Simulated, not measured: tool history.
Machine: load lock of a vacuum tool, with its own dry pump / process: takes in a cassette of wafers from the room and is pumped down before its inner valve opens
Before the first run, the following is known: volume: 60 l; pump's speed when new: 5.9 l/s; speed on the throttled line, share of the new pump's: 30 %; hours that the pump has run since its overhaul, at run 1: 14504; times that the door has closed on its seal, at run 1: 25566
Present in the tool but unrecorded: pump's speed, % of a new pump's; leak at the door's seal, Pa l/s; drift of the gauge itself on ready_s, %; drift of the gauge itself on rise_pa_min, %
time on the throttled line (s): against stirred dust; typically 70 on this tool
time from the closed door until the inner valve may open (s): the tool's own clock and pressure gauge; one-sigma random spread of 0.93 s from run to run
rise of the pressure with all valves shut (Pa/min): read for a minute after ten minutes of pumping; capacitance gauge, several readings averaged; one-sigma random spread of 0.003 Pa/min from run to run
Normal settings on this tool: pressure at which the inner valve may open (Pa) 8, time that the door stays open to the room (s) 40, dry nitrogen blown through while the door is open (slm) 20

run	hour	time on the throttled line (s)	pressure at which the inner valve may open (Pa)	time that the door stays open to the room (s)	dry nitrogen blown through while the door is open (slm)	hours that the pump has run since its overhaul	times that the door has closed on its seal	incoming humidity of the room's air, %	time from the closed door until the inner valve may open (s)	rise of the pressure with all valves shut (Pa/min)
1	0.0	70	8	40	20	14504	25566	47.8	147.4	0.030
2	431.1	70	8	40	20	14935	26326	45.3	148.8	0.028
3	1034.3	70	8	40	20	15538	27389	44.0	148.5	0.027
4	1321.7	70	8	40	8	15826	27896	46.8	146.5	0.041
5	1683.3	70	8	40	20	16187	28533	42.4	146.5	0.030
# hour 1750.1: dry pump taken out, an overhauled one fitted
6	2020.6	70	8	40	20	270	29117	48.1	146.0	0.036
7	2369.8	70	8	40	20	620	29733	43.9	146.3	0.033
8	2717.5	70	12	40	20	967	30346	45.7	142.9	0.034
9	3095.1	70	8	40	20	1345	31012	46.5	146.9	0.028
10	3675.6	70	8	40	20	1925	32035	42.3	146.3	0.029
11	4055.9	70	8	40	20	2306	32705	45.1	145.5	0.034
12	4734.3	70	8	182	20	2984	33901	43.5	145.5	0.068
13	5272.1	70	8	40	20	3522	34849	42.0	144.5	0.029
14	5628.5	70	8	40	20	3878	35477	41.0	147.3	0.022
15	6298.3	39	10	40	20	4548	36658	46.2	122.2	0.027
16	6714.6	39	10	40	20	4964	37392	44.0	123.6	0.032
17	7075.4	39	10	40	20	5325	38028	45.6	123.4	0.030
18	7644.1	66	8	188	29	5894	39030	47.1	145.2	0.065
19	8268.4	70	6	35	20	6518	40131	45.0	149.9	0.024
20	8750.5	42	12	65	20	7000	40980	45.0	123.4	0.040
21	9101.1	70	8	28	20	7351	41598	43.8	147.8	0.027
22	9592.9	70	8	28	20	7843	42465	44.1	147.3	0.026
23	9928.8	70	8	28	20	8179	43057	44.9	146.6	0.026
24	10492.8	66	8	40	20	8743	44052	45.5	144.2	0.039
25	10870.8	66	8	40	20	9121	44718	43.6	146.3	0.027
26	11549.7	70	9	40	4	9800	45915	45.0	145.6	0.053
27	11999.1	70	8	40	20	10249	46707	44.5	145.4	0.034
28	12540.6	70	8	40	20	10791	47661	42.3	148.6	0.036

Take each entry between the runs: how does the hidden state at the last listed run before it differ from the hidden state at the first listed run after it?
After run 5, before run 6: dry pump taken out, an overhauled one fitted (hour 1750.1)
  pump's speed, % of a new pump's: 99.9 -> 100; leak at the door's seal, Pa l/s: 0.0028 -> 0.0029
